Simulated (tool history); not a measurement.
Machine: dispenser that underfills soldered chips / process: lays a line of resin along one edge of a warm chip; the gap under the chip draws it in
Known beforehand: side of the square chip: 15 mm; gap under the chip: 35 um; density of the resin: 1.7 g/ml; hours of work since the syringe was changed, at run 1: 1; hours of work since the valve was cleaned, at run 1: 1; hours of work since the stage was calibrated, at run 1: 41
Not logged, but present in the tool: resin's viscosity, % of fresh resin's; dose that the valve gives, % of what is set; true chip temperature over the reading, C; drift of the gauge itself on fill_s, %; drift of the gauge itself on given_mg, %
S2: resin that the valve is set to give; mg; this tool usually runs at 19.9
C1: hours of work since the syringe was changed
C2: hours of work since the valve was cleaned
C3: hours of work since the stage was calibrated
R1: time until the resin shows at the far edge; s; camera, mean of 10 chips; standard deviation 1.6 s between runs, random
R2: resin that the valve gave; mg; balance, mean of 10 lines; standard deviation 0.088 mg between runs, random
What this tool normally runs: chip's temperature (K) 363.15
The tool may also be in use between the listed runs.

{"run": 1, "hour": 0.0, "chip's temperature (K)": 363.15, "S2": 19.9, "C1": 1, "C2": 1, "C3": 41, "R1": 174.7, "R2": 19.84}
{"run": 2, "hour": 3.3, "chip's temperature (K)": 363.15, "S2": 19.9, "C1": 4, "C2": 4, "C3": 43, "R1": 215.2, "R2": 19.95}
{"run": 3, "hour": 6.7, "chip's temperature (K)": 363.15, "S2": 19.9, "C1": 6, "C2": 6, "C3": 46, "R1": 250.4, "R2": 19.78}
{"run": 4, "hour": 10.0, "chip's temperature (K)": 363.15, "S2": 19.9, "C1": 8, "C2": 8, "C3": 48, "R1": 306.1, "R2": 19.84}
{"run": 5, "hour": 11.9, "chip's temperature (K)": 363.15, "S2": 23.0, "C1": 10, "C2": 10, "C3": 49, "R1": 340.8, "R2": 22.85}
{"hour": 14.1, "done": "new syringe of resin"}
{"run": 6, "hour": 16.8, "chip's temperature (K)": 363.15, "S2": 17.8, "C1": 2, "C2": 13, "C3": 53, "R1": 193.4, "R2": 17.59}
{"run": 7, "hour": 19.7, "chip's temperature (K)": 377.15, "S2": 22.3, "C1": 4, "C2": 15, "C3": 55, "R1": 138.5, "R2": 22.07}
{"run": 8, "hour": 22.7, "chip's temperature (K)": 367.15, "S2": 21.4, "C1": 6, "C2": 17, "C3": 57, "R1": 228.3, "R2": 21.16}
{"run": 9, "hour": 25.9, "chip's temperature (K)": 366.15, "S2": 19.9, "C1": 8, "C2": 19, "C3": 59, "R1": 284.2, "R2": 19.67}
{"run": 10, "hour": 28.4, "chip's temperature (K)": 366.15, "S2": 19.9, "C1": 10, "C2": 21, "C3": 61, "R1": 328.8, "R2": 19.59}
{"hour": 29.7, "done": "new syringe of resin"}
{"run": 11, "hour": 33.1, "chip's temperature (K)": 370.15, "S2": 18.1, "C1": 2, "C2": 24, "C3": 64, "R1": 155.8, "R2": 17.73}

4 options for the next run, each taken on its own from the tool as it stands now. Forecast them:
{"run": "A", "hour": 35.4, "chip's temperature (K)": 358.15, "S2": 17.0, "C1": 4, "C2": 26, "C3": 66, "R1": "?", "R2": "?"}
{"run": "B", "hour": 35.4, "chip's temperature (K)": 355.15, "S2": 18.1, "C1": 4, "C2": 26, "C3": 66, "R1": "?", "R2": "?"}
{"run": "C", "hour": 35.4, "chip's temperature (K)": 358.15, "S2": 17.0, "C1": 4, "C2": 26, "C3": 66, "R1": "?", "R2": "?"}
{"run": "D", "hour": 35.4, "chip's temperature (K)": 360.15, "S2": 24.2, "C1": 4, "C2": 26, "C3": 66, "R1": "?", "R2": "?"}

run=A R1=276.6 R2=16.54
run=B R1=298.4 R2=17.82
run=C R1=275.5 R2=16.66
run=D R1=240.0 R2=23.66
With no hidden state in the tool, these same runs would have given:
run=A R1=201.1 R2=16.84
run=B R1=217.2 R2=18.14
run=C R1=200.2 R2=16.96
run=D R1=175.2 R2=24.09
